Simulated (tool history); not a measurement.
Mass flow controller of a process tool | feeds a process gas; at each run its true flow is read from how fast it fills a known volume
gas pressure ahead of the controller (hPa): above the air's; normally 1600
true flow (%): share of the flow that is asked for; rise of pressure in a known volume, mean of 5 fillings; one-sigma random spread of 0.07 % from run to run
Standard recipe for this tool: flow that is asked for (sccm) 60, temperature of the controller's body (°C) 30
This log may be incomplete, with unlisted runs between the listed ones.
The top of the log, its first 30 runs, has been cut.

run	hour	flow that is asked for (sccm)	gas pressure ahead of the controller (hPa)	temperature of the controller's body (°C)	hours of work since the controller was set to zero	hours of work since the controller was changed	true flow (%)
31	3336.2	13	2110	37	355	5070	95.36
32	3471.1	13	2110	37	432	5146	95.24
33	3597.0	13	2110	37	503	5217	95.00
34	3714.9	13	2110	37	569	5283	94.77
35	3865.8	17	2110	22	654	5369	96.20
36	3991.3	23	1600	39	725	5439	95.21
37	4076.0	98	1620	34	773	5487	97.34
38	4202.9	60	1600	28	845	5559	97.02
39	4280.9	21	1800	37	889	5603	94.98

What does the tool deliver on the next run?
40	4371.9	14	2310	30	940	5654	?

Run 40 measured true flow (%) 94.56.
On a tool with no hidden condition, and with the same random variation, this run would have come out at true flow (%) 98.37.
